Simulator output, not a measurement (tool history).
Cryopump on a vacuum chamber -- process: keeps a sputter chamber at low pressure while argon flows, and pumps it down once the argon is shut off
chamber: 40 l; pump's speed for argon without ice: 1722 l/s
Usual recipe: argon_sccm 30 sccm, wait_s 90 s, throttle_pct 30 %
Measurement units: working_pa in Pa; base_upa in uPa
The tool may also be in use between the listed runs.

run,hour,argon_sccm,wait_s,throttle_pct,working_pa,base_upa
1,0.0,30,90,30,0.0989,1.48
2,13.4,30,90,18,0.1632,1.48
3,28.6,30,90,18,0.1645,1.48
4,36.8,30,90,18,0.1645,1.58
5,47.5,20,90,30,0.0654,1.55
6,58.5,45,90,30,0.1477,1.43
7,73.7,30,90,23,0.1284,1.50
8,87.1,30,90,30,0.0988,1.58
9,99.2,30,90,44,0.0680,1.58
10,109.9,30,90,44,0.0671,1.53
11,125.8,30,90,44,0.0675,1.54
12,136.9,30,90,44,0.0672,1.60
13,152.0,30,90,44,0.0689,1.59
14,163.1,30,90,30,0.0993,1.58
15,169.8,30,90,31,0.0960,1.54
16,182.0,30,90,48,0.0620,1.53
17,192.3,30,90,48,0.0621,1.55
18,204.9,19,31,48,0.0405,3.12
19,217.3,40,238,17,0.2335,1.10
20,228.4,55,90,20,0.2734,1.58
21,240.9,30,37,20,0.1491,2.74
22,248.4,17,287,41,0.0416,1.01
23,257.2,17,287,41,0.0416,1.04
24,271.8,30,90,33,0.0896,1.59
25,282.8,21,21,30,0.0702,4.27
26,293.2,21,21,30,0.0704,4.23
27,306.7,36,147,19,0.1856,1.33
28,320.5,54,21,38,0.1426,4.36
29,329.6,13,21,21,0.0615,4.16

Estimate the outcome of run 30 from the log above:
30,343.4,37,21,20,?,?

{"run 30": {"working_pa": 0.1845, "base_upa": 4.38}}
Had the tool carried no hidden state, the very same run would have given working_pa 0.1825 Pa, base_upa 3.72 uPa.
